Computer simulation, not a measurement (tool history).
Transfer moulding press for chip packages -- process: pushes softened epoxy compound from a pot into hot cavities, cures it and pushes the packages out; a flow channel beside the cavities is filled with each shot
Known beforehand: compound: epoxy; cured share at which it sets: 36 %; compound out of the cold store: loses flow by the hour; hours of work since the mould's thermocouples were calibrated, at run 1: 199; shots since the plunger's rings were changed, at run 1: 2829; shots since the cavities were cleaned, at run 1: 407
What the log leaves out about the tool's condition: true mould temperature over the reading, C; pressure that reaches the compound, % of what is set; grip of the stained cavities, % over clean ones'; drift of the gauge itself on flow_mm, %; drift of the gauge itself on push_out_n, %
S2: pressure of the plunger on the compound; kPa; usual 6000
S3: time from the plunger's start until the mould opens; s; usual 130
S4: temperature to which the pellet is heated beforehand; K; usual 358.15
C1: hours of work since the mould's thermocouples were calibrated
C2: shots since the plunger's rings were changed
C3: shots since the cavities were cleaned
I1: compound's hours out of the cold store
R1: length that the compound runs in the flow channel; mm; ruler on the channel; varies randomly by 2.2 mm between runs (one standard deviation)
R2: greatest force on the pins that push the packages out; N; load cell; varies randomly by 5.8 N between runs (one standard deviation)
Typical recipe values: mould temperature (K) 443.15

run 1 hour=0.0 | mould_temperature_(K)=443.15 S2=6000 S3=130 S4=358.15 | C1=199 C2=2829 C3=407 | I1=35.1 | R1=841 R2=317
-- hour=3.2 cavities cleaned with cleaning compound and waxed
run 2 hour=6.4 | mould_temperature_(K)=443.15 S2=6000 S3=144 S4=358.15 | C1=202 C2=2872 C3=28 | I1=26.7 | R1=877 R2=199
run 3 hour=14.3 | mould_temperature_(K)=443.15 S2=6000 S3=156 S4=358.15 | C1=207 C2=2941 C3=97 | I1=30.2 | R1=863 R2=214
run 4 hour=21.6 | mould_temperature_(K)=443.15 S2=6000 S3=156 S4=358.15 | C1=212 C2=3004 C3=160 | I1=40.5 | R1=821 R2=232
-- hour=24.6 plunger's sealing rings changed
run 5 hour=27.8 | mould_temperature_(K)=443.15 S2=6000 S3=156 S4=358.15 | C1=214 C2=28 C3=193 | I1=36.2 | R1=867 R2=238
run 6 hour=36.8 | mould_temperature_(K)=443.15 S2=6000 S3=130 S4=358.15 | C1=220 C2=107 C3=272 | I1=20.5 | R1=934 R2=293
run 7 hour=45.6 | mould_temperature_(K)=443.15 S2=6000 S3=130 S4=358.15 | C1=226 C2=183 C3=348 | I1=34.5 | R1=870 R2=301
run 8 hour=50.7 | mould_temperature_(K)=443.15 S2=6000 S3=130 S4=358.15 | C1=229 C2=228 C3=393 | I1=33.9 | R1=873 R2=311
-- hour=55.0 cavities cleaned with cleaning compound and waxed
run 9 hour=60.4 | mould_temperature_(K)=443.15 S2=6000 S3=130 S4=358.15 | C1=234 C2=299 C3=46 | I1=33.3 | R1=874 R2=219
run 10 hour=65.6 | mould_temperature_(K)=443.15 S2=6940 S3=130 S4=358.15 | C1=238 C2=345 C3=92 | I1=37.8 | R1=918 R2=244
run 11 hour=70.6 | mould_temperature_(K)=443.15 S2=6940 S3=130 S4=358.15 | C1=241 C2=388 C3=135 | I1=14.3 | R1=1033 R2=268
run 12 hour=78.5 | mould_temperature_(K)=443.15 S2=6000 S3=130 S4=358.15 | C1=246 C2=457 C3=204 | I1=8.8 | R1=989 R2=275
-- hour=80.9 mould's thermocouples calibrated
run 13 hour=85.6 | mould_temperature_(K)=443.15 S2=6000 S3=130 S4=358.15 | C1=3 C2=502 C3=249 | I1=25.4 | R1=906 R2=287
run 14 hour=91.8 | mould_temperature_(K)=449.15 S2=6000 S3=130 S4=358.15 | C1=7 C2=556 C3=303 | I1=17.1 | R1=927 R2=256
run 15 hour=101.1 | mould_temperature_(K)=449.15 S2=6000 S3=130 S4=358.15 | C1=13 C2=637 C3=384 | I1=47.6 | R1=798 R2=270
-- hour=106.8 cavities cleaned with cleaning compound and waxed
-- hour=109.4 mould's thermocouples calibrated, once more
run 16 hour=109.8 | mould_temperature_(K)=449.15 S2=6000 S3=130 S4=358.15 | C1=0 C2=683 C3=9 | I1=46.8 | R1=797 R2=199
run 17 hour=114.9 | mould_temperature_(K)=440.15 S2=7060 S3=111 S4=362.15 | C1=3 C2=727 C3=53 | I1=19.0 | R1=1023 R2=339
run 18 hour=120.2 | mould_temperature_(K)=440.15 S2=7060 S3=138 S4=351.15 | C1=7 C2=773 C3=99 | I1=10.5 | R1=1069 R2=278
run 19 hour=125.9 | mould_temperature_(K)=440.15 S2=7060 S3=138 S4=351.15 | C1=10 C2=823 C3=149 | I1=33.4 | R1=950 R2=267
run 20 hour=130.6 | mould_temperature_(K)=443.15 S2=6000 S3=137 S4=358.15 | C1=13 C2=865 C3=191 | I1=10.2 | R1=979 R2=252
run 21 hour=137.7 | mould_temperature_(K)=443.15 S2=6000 S3=137 S4=358.15 | C1=18 C2=926 C3=252 | I1=22.9 | R1=914 R2=262
run 22 hour=146.2 | mould_temperature_(K)=443.15 S2=6010 S3=137 S4=358.15 | C1=23 C2=1001 C3=327 | I1=25.3 | R1=902 R2=280
run 23 hour=153.8 | mould_temperature_(K)=443.15 S2=5510 S3=130 S4=358.15 | C1=28 C2=1067 C3=393 | I1=23.3 | R1=871 R2=298
-- hour=158.6 cavities cleaned with cleaning compound and waxed
run 24 hour=160.0 | mould_temperature_(K)=449.15 S2=6000 S3=130 S4=358.15 | C1=31 C2=1108 C3=12 | I1=20.9 | R1=904 R2=194
run 25 hour=165.0 | mould_temperature_(K)=440.15 S2=5640 S3=145 S4=355.15 | C1=34 C2=1152 C3=56 | I1=23.9 | R1=885 R2=230
run 26 hour=171.2 | mould_temperature_(K)=443.15 S2=5160 S3=143 S4=358.15 | C1=38 C2=1206 C3=110 | I1=34.1 | R1=798 R2=231
run 27 hour=175.6 | mould_temperature_(K)=443.15 S2=7410 S3=165 S4=362.15 | C1=41 C2=1244 C3=148 | I1=14.6 | R1=1057 R2=227
run 28 hour=184.1 | mould_temperature_(K)=442.15 S2=7350 S3=153 S4=353.15 | C1=47 C2=1319 C3=223 | I1=45.3 | R1=905 R2=235

Pick out some run-to-run changes in R1. Of each, how much would a tool without hidden state show as well, from the settings, what came in and chance, and how much is left for the hidden state and any gauge scatter not in both results compared?
Run 4 -> 5: plunger's sealing rings changed. R1 +46 mm: hidden state +27, all else +19.
Run 16 -> 17: mould temperature (K) 449.15 -> 440.15, S2 6000 -> 7060, S3 130 -> 111, S4 358.15 -> 362.15. R1 +226 mm: hidden state -2, all else +228.
Run 26 -> 27: S2 5160 -> 7410, S3 143 -> 165, S4 358.15 -> 362.15. R1 +259 mm: hidden state -5, all else +264.
